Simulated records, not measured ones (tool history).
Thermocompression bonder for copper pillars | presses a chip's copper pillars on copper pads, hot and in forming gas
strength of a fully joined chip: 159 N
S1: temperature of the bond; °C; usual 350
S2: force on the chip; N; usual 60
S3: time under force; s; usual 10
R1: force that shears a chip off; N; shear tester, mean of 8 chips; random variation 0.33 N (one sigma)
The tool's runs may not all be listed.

run	hour	S1	S2	S3	R1
1	0.0	350	60	10	75.6
2	12.5	350	60	10	75.5
3	29.4	350	60	10	75.5
4	55.8	350	60	10	75.3
5	76.4	350	60	10	75.1
6	90.5	350	60	10	74.9
7	104.1	350	60	10	75.2
8	131.7	355	72	20	109.2
9	149.9	332	72	11	76.9
10	166.8	350	53	8	61.2
11	180.3	350	41	16	62.6
12	195.3	342	79	6	73.5
13	211.9	345	76	16	100.1
14	239.4	345	89	16	110.6

Forecast each of these 3 alternatives for the next run:
A	258.3	328	89	25	?
B	258.3	321	60	21	?
C	258.3	345	52	11	?

run	R1
A	109.6
B	73.1
C	64.8
Without the tool's hidden state the same runs would have given:
run	R1
A	110.3
B	72.5
C	64.1
